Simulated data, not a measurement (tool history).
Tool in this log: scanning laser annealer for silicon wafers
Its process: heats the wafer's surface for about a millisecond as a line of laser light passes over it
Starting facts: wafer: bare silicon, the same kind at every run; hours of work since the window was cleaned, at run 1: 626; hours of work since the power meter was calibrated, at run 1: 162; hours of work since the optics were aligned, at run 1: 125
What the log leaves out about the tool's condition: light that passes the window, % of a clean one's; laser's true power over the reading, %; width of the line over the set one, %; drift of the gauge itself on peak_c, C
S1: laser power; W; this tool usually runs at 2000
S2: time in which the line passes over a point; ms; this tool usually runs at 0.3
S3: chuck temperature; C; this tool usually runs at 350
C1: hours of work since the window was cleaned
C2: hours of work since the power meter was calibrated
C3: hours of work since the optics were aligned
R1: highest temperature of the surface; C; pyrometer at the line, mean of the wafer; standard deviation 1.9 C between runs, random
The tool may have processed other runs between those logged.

run 1 hour=0 | S1=2000 S2=0.3 S3=350 | C1=626 C2=162 C3=125 | R1=1125
run 2 hour=15.6 | S1=2000 S2=0.3 S3=350 | C1=633 C2=170 C3=133 | R1=1127
run 3 hour=29.9 | S1=2000 S2=0.3 S3=350 | C1=640 C2=177 C3=140 | R1=1129
run 4 hour=39.6 | S1=2000 S2=0.278 S3=350 | C1=645 C2=182 C3=144 | R1=1105
run 5 hour=53 | S1=2000 S2=0.278 S3=350 | C1=652 C2=188 C3=151 | R1=1103
run 6 hour=67.1 | S1=2000 S2=0.278 S3=350 | C1=658 C2=195 C3=158 | R1=1098
run 7 hour=79.4 | S1=2000 S2=0.278 S3=350 | C1=664 C2=201 C3=164 | R1=1099
run 8 hour=93 | S1=2000 S2=0.278 S3=350 | C1=671 C2=208 C3=170 | R1=1098
run 9 hour=109.2 | S1=2000 S2=0.278 S3=350 | C1=679 C2=216 C3=178 | R1=1102
run 10 hour=123.5 | S1=2000 S2=0.278 S3=350 | C1=686 C2=223 C3=185 | R1=1100
run 11 hour=139.3 | S1=2000 S2=0.278 S3=350 | C1=694 C2=230 C3=193 | R1=1101
run 12 hour=150.2 | S1=1733 S2=0.3 S3=352 | C1=699 C2=236 C3=198 | R1=1027
run 13 hour=157.7 | S1=2000 S2=0.3 S3=317 | C1=702 C2=239 C3=202 | R1=1089
run 14 hour=174 | S1=2000 S2=0.3 S3=317 | C1=710 C2=247 C3=210 | R1=1090
run 15 hour=188.5 | S1=2166 S2=0.3 S3=382 | C1=717 C2=254 C3=217 | R1=1213
run 16 hour=197.7 | S1=2000 S2=0.276 S3=368 | C1=722 C2=259 C3=221 | R1=1113
run 17 hour=208.9 | S1=2000 S2=0.276 S3=368 | C1=727 C2=264 C3=227 | R1=1112
run 18 hour=225 | S1=2000 S2=0.276 S3=368 | C1=735 C2=272 C3=235 | R1=1112
run 19 hour=232.7 | S1=1898 S2=0.276 S3=350 | C1=739 C2=276 C3=238 | R1=1059
run 20 hour=247.9 | S1=1898 S2=0.339 S3=368 | C1=746 C2=283 C3=246 | R1=1146
run 21 hour=260.2 | S1=2000 S2=0.294 S3=343 | C1=752 C2=289 C3=252 | R1=1108
run 22 hour=273.7 | S1=2000 S2=0.294 S3=343 | C1=759 C2=296 C3=258 | R1=1111

Alternative continuations, all from the tool just after run 22; predict every row:
run A hour=284 | S1=2000 S2=0.3 S3=343 | C1=764 C2=301 C3=263 | R1=?
run B hour=284 | S1=1902 S2=0.302 S3=359 | C1=764 C2=301 C3=263 | R1=?
run C hour=284 | S1=2000 S2=0.36 S3=314 | C1=764 C2=301 C3=263 | R1=?
run D hour=284 | S1=1884 S2=0.3 S3=341 | C1=764 C2=301 C3=263 | R1=?
run E hour=284 | S1=2000 S2=0.218 S3=370 | C1=764 C2=301 C3=263 | R1=?

run=A R1=1115
run=B R1=1099
run=C R1=1157
run=D R1=1072
run=E R1=1039
Stripped of hidden state, with their random variation kept, the same runs would have yielded:
run=A R1=1134
run=B R1=1117
run=C R1=1178
run=D R1=1090
run=E R1=1056
